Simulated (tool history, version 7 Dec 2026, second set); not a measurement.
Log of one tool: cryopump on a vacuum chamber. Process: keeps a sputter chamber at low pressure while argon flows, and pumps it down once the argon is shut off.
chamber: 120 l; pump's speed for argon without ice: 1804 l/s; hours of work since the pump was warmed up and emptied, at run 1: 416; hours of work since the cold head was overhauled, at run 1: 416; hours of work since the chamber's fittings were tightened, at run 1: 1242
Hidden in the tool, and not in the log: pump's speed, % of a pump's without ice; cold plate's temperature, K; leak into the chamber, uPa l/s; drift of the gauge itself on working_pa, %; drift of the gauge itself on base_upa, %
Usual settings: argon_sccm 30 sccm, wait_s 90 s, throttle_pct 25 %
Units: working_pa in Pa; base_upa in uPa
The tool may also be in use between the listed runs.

run     day  argon_sccm  wait_s  throttle_pct  hours of work since the pump was warmed up and emptied  hours of work since the cold head was overhauled  hours of work since the chamber's fittings were tightened  working_pa  base_upa
  1       0          30      90            25                                                     416                                               416                                                       1242      0.1179       2.8
  2   0.642          30      90            25                                                     428                                               428                                                       1253      0.1179      2.82
  3   1.154          30      90            25                                                     437                                               437                                                       1263      0.1183      2.79
  4   1.592          30      90            28                                                     445                                               445                                                       1271      0.1056      2.86
  5   2.162          30      90            23                                                     456                                               456                                                       1282      0.1283      2.89
  6   2.492          30      90            25                                                     462                                               462                                                       1288      0.1181      2.86
  7   2.804          30      90            25                                                     468                                               468                                                       1293      0.1187      2.92
  8   3.475          30      90            25                                                     480                                               480                                                       1306      0.1196      2.85
  9   3.971          30      90            25                                                     489                                               489                                                       1315      0.1199      2.86
      4.683  -- pump warmed up, emptied and cooled again
 10   4.883          30      90            25                                                       4                                               502                                                       1328      0.1127      2.59
 11    5.25          30      90            25                                                      10                                               509                                                       1335      0.1136      2.55
 12   5.712          30      90            25                                                      19                                               517                                                       1343      0.1133      2.55
 13   6.408          13     286            28                                                      32                                               530                                                       1356      0.0445      2.21
 14   6.704          28     178            16                                                      37                                               536                                                       1361      0.1651      2.34
 15   7.175          47     180            27                                                      46                                               544                                                       1370      0.1648      2.33
 16    7.65          32      47            32                                                      55                                               553                                                       1379      0.0942      3.08
 17   8.042          32      47            32                                                      62                                               560                                                       1386      0.0944      3.09
 18   8.512          30     172            28                                                      71                                               569                                                       1395      0.1011       2.4
 19   9.104          31     123            56                                                      81                                               580                                                       1406      0.0523      2.59
 20   9.812          31     123            56                                                      94                                               593                                                       1419      0.0533      2.53
 21  10.388          45     299            56                                                     105                                               604                                                       1429      0.0774      2.48
 22  10.904          45      99            56                                                     115                                               613                                                       1439      0.0765      2.78

Forecast each of these 3 alternatives for the next run:
  A  11.608          15     167            59                                                     128                                               626                                                       1452           ?         ?
  B  11.608          15      99            56                                                     128                                               626                                                       1452           ?         ?
  C  11.608          52      43            38                                                     128                                               626                                                       1452           ?         ?

run  working_pa  base_upa
  A      0.0239      2.52
  B       0.026      2.73
  C      0.1308      3.29
Without the tool's hidden state the same runs would have given:
run  working_pa  base_upa
  A      0.0231      0.39
  B      0.0252      0.61
  C       0.128      1.16
